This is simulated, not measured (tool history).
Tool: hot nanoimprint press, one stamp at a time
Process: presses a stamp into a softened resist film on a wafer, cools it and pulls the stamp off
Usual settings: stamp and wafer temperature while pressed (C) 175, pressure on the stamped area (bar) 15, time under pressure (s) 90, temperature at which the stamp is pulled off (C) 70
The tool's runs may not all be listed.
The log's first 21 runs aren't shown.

run	hour	stamp and wafer temperature while pressed (C)	pressure on the stamped area (bar)	time under pressure (s)	temperature at which the stamp is pulled off (C)	resist left under the stamp's widest pad (Å)	greatest force while the stamp is pulled off (N)
# hour 437.1: stamp cleaned and given a new release coat
22	437.2	175	19.1	84	76	1319	207
23	455.8	167	15	130	70	1672	217
24	480	167	15	130	70	1669	218
25	503.4	175	15	113	70	1323	219
26	516.5	175	15	102	77	1364	206
27	532.5	175	12.9	90	55	1510	243
28	556	165	11.4	90	70	2054	221
29	576.7	165	11.4	90	56	2060	238
30	596.2	165	11.4	90	56	2056	239
31	611.8	165	11.4	90	56	2051	241

Forecast each of these 3 alternatives for the next run:
A	641	176	15	50	71	?	?
B	641	175	16.2	90	70	?	?
C	641	167	11.4	49	74	?	?

run	resist left under the stamp's widest pad (Å)	greatest force while the stamp is pulled off (N)
A	1648	218
B	1382	220
C	2161	212
Without the tool's hidden state the same runs would have given:
run	resist left under the stamp's widest pad (Å)	greatest force while the stamp is pulled off (N)
A	1634	217
B	1371	219
C	2143	211

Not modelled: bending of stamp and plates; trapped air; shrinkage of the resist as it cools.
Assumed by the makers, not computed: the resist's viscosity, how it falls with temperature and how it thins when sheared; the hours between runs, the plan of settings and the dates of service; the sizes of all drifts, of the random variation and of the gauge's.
